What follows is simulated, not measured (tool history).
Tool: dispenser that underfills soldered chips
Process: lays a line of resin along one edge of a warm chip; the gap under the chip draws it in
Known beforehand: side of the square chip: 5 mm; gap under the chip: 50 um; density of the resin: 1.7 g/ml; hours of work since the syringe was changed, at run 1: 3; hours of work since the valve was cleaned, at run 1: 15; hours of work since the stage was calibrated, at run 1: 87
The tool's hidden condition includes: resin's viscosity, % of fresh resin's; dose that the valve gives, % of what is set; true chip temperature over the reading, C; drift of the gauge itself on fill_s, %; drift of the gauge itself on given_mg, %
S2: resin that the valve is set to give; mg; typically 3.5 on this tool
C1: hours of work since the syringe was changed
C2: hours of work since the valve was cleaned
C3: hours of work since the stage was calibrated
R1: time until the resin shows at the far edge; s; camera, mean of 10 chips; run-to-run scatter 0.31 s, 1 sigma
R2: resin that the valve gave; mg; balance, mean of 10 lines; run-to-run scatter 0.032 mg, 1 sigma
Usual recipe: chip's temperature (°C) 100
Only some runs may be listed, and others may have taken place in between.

{"run": 1, "hour": 0.0, "chip's temperature (°C)": 100, "S2": 3.5, "C1": 3, "C2": 15, "C3": 87, "R1": 11.1, "R2": 3.44}
{"run": 2, "hour": 2.3, "chip's temperature (°C)": 100, "S2": 3.5, "C1": 5, "C2": 16, "C3": 88, "R1": 12, "R2": 3.48}
{"hour": 3.6, "done": "new syringe of resin"}
{"run": 3, "hour": 5.8, "chip's temperature (°C)": 100, "S2": 3.5, "C1": 1, "C2": 18, "C3": 90, "R1": 9.5, "R2": 3.42}
{"run": 4, "hour": 9.0, "chip's temperature (°C)": 100, "S2": 3.5, "C1": 3, "C2": 20, "C3": 92, "R1": 10.5, "R2": 3.41}
{"hour": 12.7, "done": "new syringe of resin"}
{"run": 5, "hour": 13.8, "chip's temperature (°C)": 96, "S2": 3.5, "C1": 1, "C2": 23, "C3": 95, "R1": 10.5, "R2": 3.48}
{"run": 6, "hour": 16.3, "chip's temperature (°C)": 96, "S2": 3.5, "C1": 2, "C2": 25, "C3": 97, "R1": 11.2, "R2": 3.44}
{"run": 7, "hour": 18.3, "chip's temperature (°C)": 96, "S2": 3.5, "C1": 4, "C2": 26, "C3": 98, "R1": 12.1, "R2": 3.45}
{"hour": 21.8, "done": "new syringe of resin"}
{"run": 8, "hour": 22.0, "chip's temperature (°C)": 96, "S2": 3.5, "C1": 0, "C2": 28, "C3": 100, "R1": 9.7, "R2": 3.41}
{"run": 9, "hour": 24.5, "chip's temperature (°C)": 93, "S2": 3.02, "C1": 2, "C2": 30, "C3": 102, "R1": 12.5, "R2": 2.92}
{"run": 10, "hour": 28.6, "chip's temperature (°C)": 89, "S2": 3.31, "C1": 4, "C2": 32, "C3": 105, "R1": 16.3, "R2": 3.11}
{"hour": 30.9, "done": "new syringe of resin"}
{"run": 11, "hour": 33.5, "chip's temperature (°C)": 89, "S2": 3.31, "C1": 2, "C2": 35, "C3": 108, "R1": 13.7, "R2": 3.19}
{"run": 12, "hour": 38.3, "chip's temperature (°C)": 87, "S2": 3.36, "C1": 5, "C2": 38, "C3": 111, "R1": 18.3, "R2": 3.19}
{"hour": 40.0, "done": "new syringe of resin"}
{"run": 13, "hour": 41.4, "chip's temperature (°C)": 88, "S2": 4.16, "C1": 1, "C2": 40, "C3": 112, "R1": 13.8, "R2": 3.99}
{"run": 14, "hour": 46.0, "chip's temperature (°C)": 107, "S2": 3.11, "C1": 4, "C2": 43, "C3": 115, "R1": 8.6, "R2": 2.94}

Selected run-to-run steps in R1, each split into two signed amounts: the part the tool would show with no hidden state at all (from settings, incoming material and random variation), and the remainder, which goes to the hidden state together with any gauge scatter not common to the measured and the hidden-state-free results:
Run 12 -> 13: chip's temperature (°C) 87 -> 88, S2 3.36 -> 4.16, new syringe of resin. R1 -4.5 s: hidden state -4, all else -0.5.
Run 13 -> 14: chip's temperature (°C) 88 -> 107, S2 4.16 -> 3.11. R1 -5.2 s: hidden state +1.2, all else -6.4.
